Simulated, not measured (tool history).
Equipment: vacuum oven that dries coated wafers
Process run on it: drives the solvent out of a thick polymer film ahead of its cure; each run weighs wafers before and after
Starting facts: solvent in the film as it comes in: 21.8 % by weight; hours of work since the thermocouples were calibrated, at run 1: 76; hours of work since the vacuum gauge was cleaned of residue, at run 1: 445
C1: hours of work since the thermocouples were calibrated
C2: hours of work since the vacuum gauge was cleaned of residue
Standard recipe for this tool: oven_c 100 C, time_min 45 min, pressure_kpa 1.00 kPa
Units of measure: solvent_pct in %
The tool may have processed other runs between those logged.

Run 1, hour 0.0: usual settings; C1 76; C2 445. Result: solvent_pct 1.36 %.
Run 2, hour 14.5: usual settings but time_min 78 min; C1 83; C2 451. Result: solvent_pct 0.55 %.
Run 3, hour 35.2: usual settings but time_min 78 min; C1 92; C2 460. Result: solvent_pct 0.51 %.
Run 4, hour 48.7: usual settings but time_min 78 min; C1 97; C2 466. Result: solvent_pct 0.53 %.
Run 5, hour 60.5: usual settings but time_min 78 min; C1 103; C2 471. Result: solvent_pct 0.54 %.
Run 6, hour 77.2: usual settings but time_min 79 min; C1 110; C2 478. Result: solvent_pct 0.52 %.
Run 7, hour 98.4: usual settings but time_min 79 min; C1 119; C2 487. Result: solvent_pct 0.57 %.
Run 8, hour 123.5: usual settings but oven_c 109 C; C1 130; C2 498. Result: solvent_pct 0.42 %.
Run 9, hour 149.4: usual settings but oven_c 99 C; C1 141; C2 510. Result: solvent_pct 1.54 %.
Run 10, hour 170.8: usual settings but oven_c 99 C; C1 150; C2 519. Result: solvent_pct 1.53 %.
Run 11, hour 188.9: usual settings but oven_c 99 C; C1 158; C2 527. Result: solvent_pct 1.53 %.
Run 12, hour 214.0: usual settings but oven_c 99 C, pressure_kpa 1.49 kPa; C1 169; C2 538. Result: solvent_pct 1.73 %.
Run 13, hour 227.3: usual settings but oven_c 99 C; C1 175; C2 543. Result: solvent_pct 1.52 %.
Run 14, hour 251.7: usual settings but oven_c 99 C; C1 185; C2 554. Result: solvent_pct 1.57 %.
Run 15, hour 273.7: usual settings but oven_c 99 C; C1 195; C2 563. Result: solvent_pct 1.49 %.
Run 16, hour 300.0: usual settings but oven_c 99 C; C1 206; C2 575. Result: solvent_pct 1.51 %.
Run 17, hour 315.4: usual settings but time_min 66 min; C1 213; C2 582. Result: solvent_pct 0.65 %.
Run 18, hour 329.9: usual settings but time_min 66 min; C1 219; C2 588. Result: solvent_pct 0.67 %.
Run 19, hour 352.1: usual settings but time_min 66 min; C1 229; C2 597. Result: solvent_pct 0.63 %.
Run 20, hour 372.5: usual settings but oven_c 97 C; C1 238; C2 606. Result: solvent_pct 1.98 %.
Run 21, hour 384.6: usual settings but oven_c 97 C; C1 243; C2 612. Result: solvent_pct 2.03 %.
Run 22, hour 400.5: usual settings but time_min 77 min; C1 250; C2 618. Result: solvent_pct 0.57 %.
Run 23, hour 422.9: usual settings; C1 260; C2 628. Result: solvent_pct 1.28 %.
Run 24, hour 444.3: usual settings; C1 269; C2 637. Result: solvent_pct 1.26 %.
Run 25, hour 458.4: usual settings but time_min 43 min; C1 275; C2 644. Result: solvent_pct 1.44 %.
Run 26, hour 484.4: usual settings but time_min 50 min; C1 286; C2 655. Result: solvent_pct 1.03 %.
Run 27, hour 503.5: usual settings but time_min 25 min, pressure_kpa 3.94 kPa; C1 295; C2 663. Result: solvent_pct 4.55 %.
Run 28, hour 515.2: usual settings but time_min 25 min, pressure_kpa 3.94 kPa; C1 300; C2 668. Result: solvent_pct 4.60 %.
Run 29, hour 529.9: usual settings but oven_c 112 C, pressure_kpa 3.77 kPa; C1 306; C2 675. Result: solvent_pct 0.99 %.
Run 30, hour 544.1: usual settings but oven_c 109 C, time_min 53 min; C1 312; C2 681. Result: solvent_pct 0.38 %.
Run 31, hour 562.6: usual settings but oven_c 98 C, pressure_kpa 2.45 kPa; C1 320; C2 689. Result: solvent_pct 2.31 %.
Run 32, hour 575.3: usual settings but time_min 23 min, pressure_kpa 1.79 kPa; C1 326; C2 694. Result: solvent_pct 4.41 %.
Run 33, hour 599.2: usual settings but oven_c 112 C, time_min 24 min, pressure_kpa 1.08 kPa; C1 336; C2 705. Result: solvent_pct 0.80 %.
Run 34, hour 609.9: usual settings but time_min 33 min, pressure_kpa 0.58 kPa; C1 341; C2 709. Result: solvent_pct 2.23 %.
Run 35, hour 632.0: usual settings but oven_c 87 C, time_min 33 min, pressure_kpa 3.37 kPa; C1 350; C2 719. Result: solvent_pct 8.58 %.
Run 36, hour 656.8: usual settings but oven_c 87 C, time_min 33 min, pressure_kpa 3.37 kPa; C1 361; C2 730. Result: solvent_pct 8.58 %.
Run 37, hour 667.8: usual settings but oven_c 101 C, time_min 22 min, pressure_kpa 3.37 kPa; C1 366; C2 734. Result: solvent_pct 4.66 %.
Run 38, hour 682.2: usual settings but oven_c 105 C, time_min 24 min, pressure_kpa 0.74 kPa; C1 372; C2 741. Result: solvent_pct 2.11 %.
Run 39, hour 705.0: usual settings but oven_c 114 C, time_min 22 min, pressure_kpa 1.64 kPa; C1 382; C2 750. Result: solvent_pct 0.87 %.
Run 40, hour 719.2: usual settings but oven_c 114 C, time_min 22 min, pressure_kpa 1.64 kPa; C1 388; C2 757. Result: solvent_pct 0.87 %.
Run 41, hour 743.5: usual settings but oven_c 93 C; C1 399; C2 767. Result: solvent_pct 3.21 %.
Run 42, hour 764.4: usual settings but oven_c 90 C, time_min 69 min, pressure_kpa 2.89 kPa; C1 408; C2 776. Result: solvent_pct 3.23 %.
Run 43, hour 783.4: usual settings but oven_c 90 C, time_min 69 min, pressure_kpa 2.89 kPa; C1 416; C2 784. Result: solvent_pct 3.17 %.
Run 44, hour 804.6: usual settings but oven_c 109 C, time_min 80 min, pressure_kpa 0.97 kPa; C1 425; C2 794. Result: solvent_pct 0.40 %.
Run 45, hour 826.9: usual settings but oven_c 105 C, time_min 23 min, pressure_kpa 2.43 kPa; C1 435; C2 803. Result: solvent_pct 2.71 %.
Run 46, hour 840.7: usual settings but oven_c 94 C; C1 441; C2 809. Result: solvent_pct 2.80 %.

Hidden state or all else? Some run-to-run changes of solvent_pct, split into what the settings, what came in and random variation would give without the hidden state, and what is left for the hidden state (with any gauge scatter that isn't in both results):
The tool's hidden condition here consists of: true wafer temperature over the reading, C; true pressure over the reading, kPa; drift of the gauge itself on solvent_pct, %.
Run 28 -> 29: oven_c 100 -> 112, time_min 25 -> 45, pressure_kpa 3.94 -> 3.77. solvent_pct -3.61 %: hidden state +0.07, all else -3.68.
Run 32 -> 33: oven_c 100 -> 112, time_min 23 -> 24, pressure_kpa 1.79 -> 1.08. solvent_pct -3.61 %: hidden state +0.06, all else -3.67.
Run 34 -> 35: oven_c 100 -> 87, pressure_kpa 0.58 -> 3.37. solvent_pct +6.35 %: hidden state -0.04, all else +6.39.
Run 36 -> 37: oven_c 87 -> 101, time_min 33 -> 22. solvent_pct -3.92 %: hidden state +0.00, all else -3.92.
Run 43 -> 44: oven_c 90 -> 109, time_min 69 -> 80, pressure_kpa 2.89 -> 0.97. solvent_pct -2.77 %: hidden state +0.08, all else -2.85.
Run 44 -> 45: oven_c 109 -> 105, time_min 80 -> 23, pressure_kpa 0.97 -> 2.43. solvent_pct +2.31 %: hidden state -0.14, all else +2.45.
